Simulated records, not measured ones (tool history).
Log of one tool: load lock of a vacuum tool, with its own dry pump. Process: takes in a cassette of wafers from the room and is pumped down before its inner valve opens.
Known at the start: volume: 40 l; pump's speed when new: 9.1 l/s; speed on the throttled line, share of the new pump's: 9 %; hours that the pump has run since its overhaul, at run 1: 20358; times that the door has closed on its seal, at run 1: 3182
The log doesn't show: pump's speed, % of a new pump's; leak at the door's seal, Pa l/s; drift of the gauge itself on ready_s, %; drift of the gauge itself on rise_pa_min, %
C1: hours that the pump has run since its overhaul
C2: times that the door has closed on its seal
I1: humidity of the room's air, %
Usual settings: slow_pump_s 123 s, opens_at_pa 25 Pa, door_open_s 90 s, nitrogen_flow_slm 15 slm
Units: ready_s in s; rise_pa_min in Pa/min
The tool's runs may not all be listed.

run 1 day=0.000 | slow_pump_s=123 opens_at_pa=25 door_open_s=90 nitrogen_flow_slm=15 | C1=20358 C2=3182 | I1=44.3 | ready_s=148.1 rise_pa_min=0.038
run 2 day=8.850 | slow_pump_s=123 opens_at_pa=25 door_open_s=90 nitrogen_flow_slm=15 | C1=20571 C2=3523 | I1=47.6 | ready_s=149.8 rise_pa_min=0.040
run 3 day=15.604 | slow_pump_s=123 opens_at_pa=25 door_open_s=90 nitrogen_flow_slm=15 | C1=20733 C2=3783 | I1=42.1 | ready_s=147.7 rise_pa_min=0.038
run 4 day=22.829 | slow_pump_s=123 opens_at_pa=25 door_open_s=90 nitrogen_flow_slm=15 | C1=20906 C2=4061 | I1=43.3 | ready_s=149.6 rise_pa_min=0.038
run 5 day=27.529 | slow_pump_s=123 opens_at_pa=25 door_open_s=90 nitrogen_flow_slm=15 | C1=21019 C2=4241 | I1=42.3 | ready_s=150.7 rise_pa_min=0.035
run 6 day=33.450 | slow_pump_s=123 opens_at_pa=25 door_open_s=90 nitrogen_flow_slm=15 | C1=21161 C2=4469 | I1=44.4 | ready_s=149.3 rise_pa_min=0.043
run 7 day=38.238 | slow_pump_s=123 opens_at_pa=25 door_open_s=90 nitrogen_flow_slm=15 | C1=21276 C2=4653 | I1=45.9 | ready_s=147.6 rise_pa_min=0.034
run 8 day=43.525 | slow_pump_s=123 opens_at_pa=38 door_open_s=90 nitrogen_flow_slm=15 | C1=21403 C2=4856 | I1=44.1 | ready_s=145.5 rise_pa_min=0.037
run 9 day=52.088 | slow_pump_s=123 opens_at_pa=38 door_open_s=90 nitrogen_flow_slm=15 | C1=21609 C2=5186 | I1=45.5 | ready_s=147.1 rise_pa_min=0.044
run 10 day=56.988 | slow_pump_s=123 opens_at_pa=38 door_open_s=90 nitrogen_flow_slm=15 | C1=21726 C2=5374 | I1=47.2 | ready_s=146.3 rise_pa_min=0.036
run 11 day=61.112 | slow_pump_s=123 opens_at_pa=25 door_open_s=158 nitrogen_flow_slm=15 | C1=21825 C2=5533 | I1=43.6 | ready_s=147.5 rise_pa_min=0.052
run 12 day=66.942 | slow_pump_s=123 opens_at_pa=25 door_open_s=158 nitrogen_flow_slm=15 | C1=21965 C2=5757 | I1=43.3 | ready_s=148.3 rise_pa_min=0.049
run 13 day=72.871 | slow_pump_s=123 opens_at_pa=25 door_open_s=158 nitrogen_flow_slm=15 | C1=22107 C2=5985 | I1=44.9 | ready_s=150.1 rise_pa_min=0.048
run 14 day=79.754 | slow_pump_s=123 opens_at_pa=25 door_open_s=90 nitrogen_flow_slm=15 | C1=22273 C2=6250 | I1=43.1 | ready_s=147.4 rise_pa_min=0.036
-- day=87.012 dry pump taken out, an overhauled one fitted
run 15 day=88.158 | slow_pump_s=123 opens_at_pa=25 door_open_s=90 nitrogen_flow_slm=15 | C1=28 C2=6564 | I1=47.4 | ready_s=149.7 rise_pa_min=0.041
run 16 day=96.004 | slow_pump_s=123 opens_at_pa=25 door_open_s=47 nitrogen_flow_slm=15 | C1=216 C2=6865 | I1=47.7 | ready_s=149.2 rise_pa_min=0.029
run 17 day=104.854 | slow_pump_s=123 opens_at_pa=25 door_open_s=47 nitrogen_flow_slm=15 | C1=428 C2=7206 | I1=44.8 | ready_s=148.6 rise_pa_min=0.031
run 18 day=111.483 | slow_pump_s=123 opens_at_pa=49 door_open_s=90 nitrogen_flow_slm=10 | C1=587 C2=7461 | I1=46.2 | ready_s=146.2 rise_pa_min=0.043
run 19 day=117.808 | slow_pump_s=123 opens_at_pa=41 door_open_s=90 nitrogen_flow_slm=15 | C1=739 C2=7704 | I1=41.7 | ready_s=144.9 rise_pa_min=0.040
run 20 day=126.542 | slow_pump_s=123 opens_at_pa=38 door_open_s=83 nitrogen_flow_slm=15 | C1=949 C2=8040 | I1=44.6 | ready_s=147.9 rise_pa_min=0.042
run 21 day=132.504 | slow_pump_s=123 opens_at_pa=38 door_open_s=27 nitrogen_flow_slm=16 | C1=1092 C2=8269 | I1=48.4 | ready_s=147.1 rise_pa_min=0.028
run 22 day=141.108 | slow_pump_s=123 opens_at_pa=38 door_open_s=27 nitrogen_flow_slm=16 | C1=1298 C2=8600 | I1=44.9 | ready_s=147.9 rise_pa_min=0.021
run 23 day=147.079 | slow_pump_s=123 opens_at_pa=38 door_open_s=27 nitrogen_flow_slm=16 | C1=1442 C2=8830 | I1=45.9 | ready_s=146.8 rise_pa_min=0.028
run 24 day=153.254 | slow_pump_s=186 opens_at_pa=46 door_open_s=27 nitrogen_flow_slm=38 | C1=1590 C2=9067 | I1=47.2 | ready_s=201.6 rise_pa_min=0.024
run 25 day=157.258 | slow_pump_s=186 opens_at_pa=46 door_open_s=27 nitrogen_flow_slm=38 | C1=1686 C2=9221 | I1=47.3 | ready_s=204.3 rise_pa_min=0.017
run 26 day=165.846 | slow_pump_s=123 opens_at_pa=25 door_open_s=90 nitrogen_flow_slm=11 | C1=1892 C2=9552 | I1=46.1 | ready_s=149.0 rise_pa_min=0.045
run 27 day=174.362 | slow_pump_s=123 opens_at_pa=25 door_open_s=62 nitrogen_flow_slm=17 | C1=2096 C2=9879 | I1=46.6 | ready_s=148.7 rise_pa_min=0.033
run 28 day=182.283 | slow_pump_s=123 opens_at_pa=45 door_open_s=110 nitrogen_flow_slm=25 | C1=2287 C2=10184 | I1=42.8 | ready_s=145.0 rise_pa_min=0.031
run 29 day=191.054 | slow_pump_s=123 opens_at_pa=45 door_open_s=110 nitrogen_flow_slm=25 | C1=2497 C2=10521 | I1=42.2 | ready_s=146.3 rise_pa_min=0.031
run 30 day=197.021 | slow_pump_s=123 opens_at_pa=45 door_open_s=110 nitrogen_flow_slm=25 | C1=2640 C2=10751 | I1=38.7 | ready_s=145.6 rise_pa_min=0.036
run 31 day=202.492 | slow_pump_s=62 opens_at_pa=21 door_open_s=90 nitrogen_flow_slm=15 | C1=2772 C2=10961 | I1=43.6 | ready_s=92.9 rise_pa_min=0.045
run 32 day=208.862 | slow_pump_s=123 opens_at_pa=18 door_open_s=90 nitrogen_flow_slm=15 | C1=2924 C2=11206 | I1=43.7 | ready_s=151.5 rise_pa_min=0.043
run 33 day=213.788 | slow_pump_s=123 opens_at_pa=25 door_open_s=57 nitrogen_flow_slm=12 | C1=3043 C2=11396 | I1=45.0 | ready_s=150.4 rise_pa_min=0.038

How the hidden state differs across the entries between the runs, from the last listed run before each to the first after it:
Between runs 14 and 15: dry pump taken out, an overhauled one fitted (day 87.012)
  pump's speed, % of a new pump's: 99.8 -> 100

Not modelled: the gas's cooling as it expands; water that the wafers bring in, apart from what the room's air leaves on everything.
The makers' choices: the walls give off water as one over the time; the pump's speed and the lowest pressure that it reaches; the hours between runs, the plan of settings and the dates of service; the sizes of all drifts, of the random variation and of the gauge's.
